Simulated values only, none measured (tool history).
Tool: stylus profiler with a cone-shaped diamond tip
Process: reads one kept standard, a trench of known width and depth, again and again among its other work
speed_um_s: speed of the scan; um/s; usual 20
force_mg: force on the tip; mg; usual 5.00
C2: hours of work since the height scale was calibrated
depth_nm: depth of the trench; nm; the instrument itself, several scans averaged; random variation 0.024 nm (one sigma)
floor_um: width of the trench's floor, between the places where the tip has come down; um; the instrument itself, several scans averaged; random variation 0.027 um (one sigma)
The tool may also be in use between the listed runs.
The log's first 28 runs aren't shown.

{"run": 29, "hour": 1724.5, "speed_um_s": 29, "force_mg": 8.29, "scans with this tip": 4735, "C2": 522, "depth_nm": 101.63, "floor_um": 98.61}
{"run": 30, "hour": 1761.6, "speed_um_s": 13, "force_mg": 3.09, "scans with this tip": 4908, "C2": 541, "depth_nm": 100.78, "floor_um": 98.55}
{"run": 31, "hour": 1827.2, "speed_um_s": 13, "force_mg": 3.09, "scans with this tip": 5213, "C2": 575, "depth_nm": 100.76, "floor_um": 98.5}
{"run": 32, "hour": 1880.8, "speed_um_s": 8, "force_mg": 5.0, "scans with this tip": 5463, "C2": 603, "depth_nm": 101.12, "floor_um": 98.55}
{"run": 33, "hour": 1942.3, "speed_um_s": 13, "force_mg": 5.47, "scans with this tip": 5749, "C2": 634, "depth_nm": 101.18, "floor_um": 98.5}
{"run": 34, "hour": 1990.3, "speed_um_s": 7, "force_mg": 4.01, "scans with this tip": 5973, "C2": 659, "depth_nm": 100.92, "floor_um": 98.55}
{"run": 35, "hour": 2060.7, "speed_um_s": 7, "force_mg": 4.01, "scans with this tip": 6300, "C2": 695, "depth_nm": 100.91, "floor_um": 98.56}
{"run": 36, "hour": 2136.1, "speed_um_s": 7, "force_mg": 4.01, "scans with this tip": 6652, "C2": 734, "depth_nm": 100.86, "floor_um": 98.49}
{"run": 37, "hour": 2206.2, "speed_um_s": 70, "force_mg": 7.57, "scans with this tip": 6978, "C2": 770, "depth_nm": 101.5, "floor_um": 98.41}
{"run": 38, "hour": 2247.6, "speed_um_s": 28, "force_mg": 7.57, "scans with this tip": 7171, "C2": 791, "depth_nm": 101.4, "floor_um": 98.43}
{"run": 39, "hour": 2301.1, "speed_um_s": 12, "force_mg": 6.84, "scans with this tip": 7420, "C2": 819, "depth_nm": 101.39, "floor_um": 98.48}
{"run": 40, "hour": 2386.2, "speed_um_s": 7, "force_mg": 10.34, "scans with this tip": 7816, "C2": 862, "depth_nm": 101.85, "floor_um": 98.45}
{"run": 41, "hour": 2454.6, "speed_um_s": 31, "force_mg": 3.46, "scans with this tip": 8135, "C2": 897, "depth_nm": 100.75, "floor_um": 98.46}
{"run": 42, "hour": 2521.9, "speed_um_s": 50, "force_mg": 5.0, "scans with this tip": 8449, "C2": 932, "depth_nm": 101.01, "floor_um": 98.39}
{"run": 43, "hour": 2608.5, "speed_um_s": 50, "force_mg": 5.0, "scans with this tip": 8852, "C2": 977, "depth_nm": 100.96, "floor_um": 98.38}
{"run": 44, "hour": 2686.8, "speed_um_s": 14, "force_mg": 5.0, "scans with this tip": 9217, "C2": 1017, "depth_nm": 101.02, "floor_um": 98.46}
{"run": 45, "hour": 2774.2, "speed_um_s": 46, "force_mg": 6.12, "scans with this tip": 9624, "C2": 1062, "depth_nm": 101.15, "floor_um": 98.37}
{"run": 46, "hour": 2849.3, "speed_um_s": 46, "force_mg": 6.12, "scans with this tip": 9973, "C2": 1100, "depth_nm": 101.15, "floor_um": 98.38}

4 ways to go on from here, each from the tool as it stands after run 46. What would each give?
{"run": "A", "hour": 2897.7, "speed_um_s": 7, "force_mg": 2.34, "scans with this tip": 10199, "C2": 1125, "depth_nm": "?", "floor_um": "?"}
{"run": "B", "hour": 2897.7, "speed_um_s": 8, "force_mg": 14.97, "scans with this tip": 10199, "C2": 1125, "depth_nm": "?", "floor_um": "?"}
{"run": "C", "hour": 2897.7, "speed_um_s": 75, "force_mg": 5.0, "scans with this tip": 10199, "C2": 1125, "depth_nm": "?", "floor_um": "?"}
{"run": "D", "hour": 2897.7, "speed_um_s": 61, "force_mg": 3.87, "scans with this tip": 10199, "C2": 1125, "depth_nm": "?", "floor_um": "?"}

run=A depth_nm=100.46 floor_um=98.40
run=B depth_nm=102.38 floor_um=98.37
run=C depth_nm=100.98 floor_um=98.31
run=D depth_nm=100.70 floor_um=98.31
Without the tool's hidden state the same runs would have given:
run=A depth_nm=100.81 floor_um=98.72
run=B depth_nm=102.73 floor_um=98.69
run=C depth_nm=101.33 floor_um=98.64
run=D depth_nm=101.05 floor_um=98.63

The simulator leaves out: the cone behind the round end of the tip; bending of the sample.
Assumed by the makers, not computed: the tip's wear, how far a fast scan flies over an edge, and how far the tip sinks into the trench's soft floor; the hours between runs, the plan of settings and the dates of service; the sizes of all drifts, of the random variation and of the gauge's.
